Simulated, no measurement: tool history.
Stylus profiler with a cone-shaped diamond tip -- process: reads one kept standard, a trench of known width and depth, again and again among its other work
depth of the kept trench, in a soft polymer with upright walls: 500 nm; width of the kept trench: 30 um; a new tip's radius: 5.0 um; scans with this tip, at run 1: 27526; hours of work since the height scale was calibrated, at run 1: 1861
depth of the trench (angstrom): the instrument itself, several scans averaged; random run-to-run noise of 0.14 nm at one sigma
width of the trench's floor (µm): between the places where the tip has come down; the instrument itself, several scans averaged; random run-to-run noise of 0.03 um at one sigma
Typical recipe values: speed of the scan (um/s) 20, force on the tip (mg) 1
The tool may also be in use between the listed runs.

| run | hour | speed of the scan (um/s) | force on the tip (mg) | scans with this tip | hours of work since the height scale was calibrated | depth of the trench (angstrom) | width of the trench's floor (µm) |
|---|---|---|---|---|---|---|---|
| 1 | 0 | 20 | 1 | 27526 | 1861 | 5022.9 | 25.46 |
| 2 | 70.2 | 20 | 1 | 28302 | 1914 | 5026.1 | 25.46 |
|  | 97.9 | new tip fitted, height scale calibrated |
| 3 | 147.8 | 20 | 0.67 | 553 | 37 | 5015.4 | 25.36 |
| 4 | 259 | 61 | 1 | 1783 | 121 | 5023.6 | 25.03 |
| 5 | 319.1 | 20 | 1 | 2448 | 165 | 5022.4 | 25.4 |
| 6 | 427.3 | 20 | 1 | 3644 | 246 | 5022.6 | 25.46 |
| 7 | 517.5 | 20 | 1 | 4642 | 314 | 5022.2 | 25.45 |
| 8 | 584.6 | 20 | 1 | 5385 | 364 | 5021.2 | 25.48 |
| 9 | 638.4 | 20 | 1 | 5979 | 404 | 5022.7 | 25.43 |
| 10 | 697.8 | 20 | 1 | 6636 | 449 | 5023.1 | 25.4 |
| 11 | 752 | 20 | 1.16 | 7236 | 489 | 5027.4 | 25.46 |
| 12 | 858.5 | 20 | 1.16 | 8414 | 569 | 5025 | 25.48 |
| 13 | 958.8 | 11 | 1 | 9524 | 644 | 5025.6 | 25.51 |
| 14 | 1030.5 | 20 | 0.52 | 10317 | 698 | 5014.8 | 25.37 |
| 15 | 1091.1 | 20 | 0.69 | 10987 | 743 | 5015.1 | 25.41 |
| 16 | 1202.4 | 20 | 1 | 12218 | 826 | 5020.9 | 25.45 |
| 17 | 1279.2 | 20 | 1 | 13067 | 884 | 5023.9 | 25.45 |
| 18 | 1347.6 | 6 | 1 | 13824 | 935 | 5022.1 | 25.55 |
| 19 | 1455.4 | 6 | 1 | 15017 | 1015 | 5019.2 | 25.61 |
| 20 | 1564.6 | 6 | 1 | 16225 | 1097 | 5022.3 | 25.58 |
| 21 | 1634.6 | 16 | 0.7 | 16999 | 1149 | 5020.3 | 25.44 |
| 22 | 1698.7 | 7 | 0.99 | 17709 | 1197 | 5023.1 | 25.58 |
| 23 | 1787.9 | 7 | 0.99 | 18695 | 1264 | 5022 | 25.56 |
| 24 | 1845 | 7 | 0.99 | 19326 | 1307 | 5023.8 | 25.54 |
| 25 | 1958 | 52 | 0.89 | 20576 | 1391 | 5021.3 | 25.05 |
| 26 | 2015.9 | 15 | 2.35 | 21217 | 1435 | 5040.4 | 25.54 |
| 27 | 2112.9 | 49 | 0.58 | 22290 | 1507 | 5014.2 | 25.02 |
| 28 | 2189.8 | 49 | 0.58 | 23141 | 1565 | 5014.1 | 24.99 |
| 29 | 2260.5 | 49 | 0.58 | 23922 | 1618 | 5015.3 | 24.97 |
| 30 | 2361.8 | 49 | 0.58 | 25044 | 1693 | 5015.8 | 24.99 |
| 31 | 2435.7 | 49 | 0.58 | 25861 | 1749 | 5015.2 | 25.03 |
| 32 | 2541.5 | 49 | 0.58 | 27030 | 1828 | 5015.2 | 24.96 |
| 33 | 2610.8 | 5 | 0.44 | 27797 | 1880 | 5013.2 | 25.58 |
|  | 2681.8 | new tip fitted, height scale calibrated |
| 34 | 2705.6 | 58 | 0.41 | 263 | 18 | 5011 | 24.74 |
| 35 | 2786.3 | 16 | 2.96 | 1156 | 78 | 5047.8 | 25.57 |
| 36 | 2891.9 | 15 | 1 | 2324 | 157 | 5023.1 | 25.49 |
| 37 | 2992.9 | 15 | 1 | 3441 | 233 | 5022.9 | 25.45 |
| 38 | 3097.1 | 15 | 1 | 4594 | 311 | 5026.3 | 25.54 |
| 39 | 3215.3 | 38 | 0.95 | 5902 | 399 | 5019.5 | 25.28 |
| 40 | 3318.7 | 18 | 0.51 | 7045 | 476 | 5015.4 | 25.4 |

Forecast each of these 3 alternatives for the next run:
| A | 3370.8 | 9 | 1 | 7621 | 515 | ? | ? |
| B | 3370.8 | 20 | 0.71 | 7621 | 515 | ? | ? |
| C | 3370.8 | 5 | 0.56 | 7621 | 515 | ? | ? |

| run | depth of the trench (angstrom) | width of the trench's floor (µm) |
|---|---|---|
| A | 5022.3 | 25.55 |
| B | 5018.4 | 25.39 |
| C | 5015.4 | 25.58 |
Had the tool no hidden state, the same runs would have come out as:
| run | depth of the trench (angstrom) | width of the trench's floor (µm) |
|---|---|---|
| A | 5022.4 | 25.55 |
| B | 5018.4 | 25.4 |
| C | 5015.4 | 25.58 |

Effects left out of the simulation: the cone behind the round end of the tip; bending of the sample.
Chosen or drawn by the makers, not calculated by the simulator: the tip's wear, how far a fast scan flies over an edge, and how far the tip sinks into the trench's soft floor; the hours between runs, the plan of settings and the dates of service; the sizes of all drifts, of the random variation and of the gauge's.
